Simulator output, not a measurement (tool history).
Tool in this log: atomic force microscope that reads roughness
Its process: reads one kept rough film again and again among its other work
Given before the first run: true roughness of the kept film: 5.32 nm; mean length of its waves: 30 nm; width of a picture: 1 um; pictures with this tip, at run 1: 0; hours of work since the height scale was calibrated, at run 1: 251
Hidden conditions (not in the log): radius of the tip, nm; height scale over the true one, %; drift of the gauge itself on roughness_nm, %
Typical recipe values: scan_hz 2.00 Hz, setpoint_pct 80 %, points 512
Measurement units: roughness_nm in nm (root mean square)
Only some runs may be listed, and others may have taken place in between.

run   hour  scan_hz  setpoint_pct  points  pictures with this tip  hours of work since the height scale was calibrated  roughness_nm
  1    0.0     2.00            80     512                       0                                                  251         4.035
  2   10.1     2.00            80     512                       9                                                  257         3.895
  3   26.8     2.00            80     512                      24                                                  267         3.728
  4   43.4     0.92            80     512                      39                                                  277         3.855
  5   55.5     2.00            80     512                      50                                                  284         3.395
  6   66.6     2.00            80     512                      60                                                  290         3.277
  7   79.5     2.00            80     512                      71                                                  298         3.179
      90.8  -- new tip fitted
  8   91.7     2.00            80     512                       1                                                  305         4.037
  9  111.6     2.00            80     512                      18                                                  316         3.783
 10  123.6     2.00            80     512                      29                                                  323         3.643
 11  134.0     2.00            80     512                      38                                                  330         3.520
 12  144.4     2.00            80     512                      48                                                  336         3.406
 13  153.3     1.16            80     512                      56                                                  341         3.517
 14  170.0     1.16            80     512                      71                                                  351         3.357
     182.4  -- new tip fitted
 15  182.5     1.16            80     512                       0                                                  358         4.312
 16  201.6     1.16            80     269                      18                                                  369         3.965
 17  213.9     1.16            80     269                      29                                                  376         3.826
 18  226.3     2.00            60     512                      40                                                  383         3.879
 19  240.9     2.00            60     512                      53                                                  392         3.718
 20  255.7     2.00            73     512                      66                                                  400         3.375
 21  264.7     2.00            80     512                      74                                                  406         3.127
     273.4  -- new tip fitted
 22  276.0     2.00            80     512                       3                                                  412         3.976
 23  284.7     2.00            80     512                      10                                                  417         3.853
 24  297.7     2.00            80     512                      22                                                  425         3.684
 25  314.3     2.00            80     308                      37                                                  434         3.475
 26  323.9     2.00            80     308                      46                                                  440         3.384
 27  339.0     2.00            85     404                      59                                                  449         3.107
 28  349.7     2.00            85     404                      69                                                  455         3.013
     363.6  -- new tip fitted
 29  364.7     2.00            85     404                       1                                                  464         3.856
 30  378.1     2.00            62     512                      13                                                  471         4.225
 31  391.5     2.00            62     512                      25                                                  479         4.009
 32  407.9     1.30            78     512                      39                                                  489         3.698
 33  425.0     0.74            80     613                      55                                                  499         3.636
 34  444.0     0.90            56     549                      72                                                  510         3.601
     454.6  -- new tip fitted
 35  463.5     0.90            56     549                       8                                                  521         4.545
 36  474.8     1.18            79     735                      18                                                  528         4.060
 37  485.4     1.18            74     384                      27                                                  534         3.987
 38  496.7     0.59            61     682                      37                                                  541         4.091
 39  515.1     0.59            86     682                      54                                                  551         3.674
 40  525.0     1.01            86     682                      63                                                  557         3.403
 41  543.7     2.44            86     965                      79                                                  568         2.797
     547.1  -- new tip fitted
 42  563.6     2.44            75     322                      15                                                  579         3.828
 43  571.9     2.77            88     322                      22                                                  584         3.197
 44  580.7     0.88            88     322                      30                                                  589         3.795
 45  596.4     0.64            76     372                      44                                                  599         3.896
 46  612.1     0.60            59     512                      58                                                  608         3.826
 47  621.2     1.81            80     514                      66                                                  613         3.275
     638.2  -- new tip fitted
 48  641.4     0.56            69     726                       3                                                  625         4.592
 49  655.1     0.61            77     625                      15                                                  633         4.262
 50  669.0     0.79            77     457                      28                                                  641         4.015
 51  688.7     1.75            58     424                      45                                                  652         3.879
 52  699.7     1.75            58     424                      55                                                  659         3.731

Branching from run 52: 5 alternative next runs. What would each branch give?
  A  710.3     2.00            85     355                      65                                                  665             ?
  B  710.3     0.80            77     570                      65                                                  665             ?
  C  710.3     2.60            80     422                      65                                                  665             ?
  D  710.3     0.52            58     670                      65                                                  665             ?
  E  710.3     2.04            80     978                      65                                                  665             ?

run  roughness_nm
  A         3.062
  B         3.583
  C         3.103
  D         3.749
  E         3.203
Without the tool's hidden state the same runs would have given:
run  roughness_nm
  A         3.846
  B         4.502
  C         3.898
  D         4.709
  E         4.026

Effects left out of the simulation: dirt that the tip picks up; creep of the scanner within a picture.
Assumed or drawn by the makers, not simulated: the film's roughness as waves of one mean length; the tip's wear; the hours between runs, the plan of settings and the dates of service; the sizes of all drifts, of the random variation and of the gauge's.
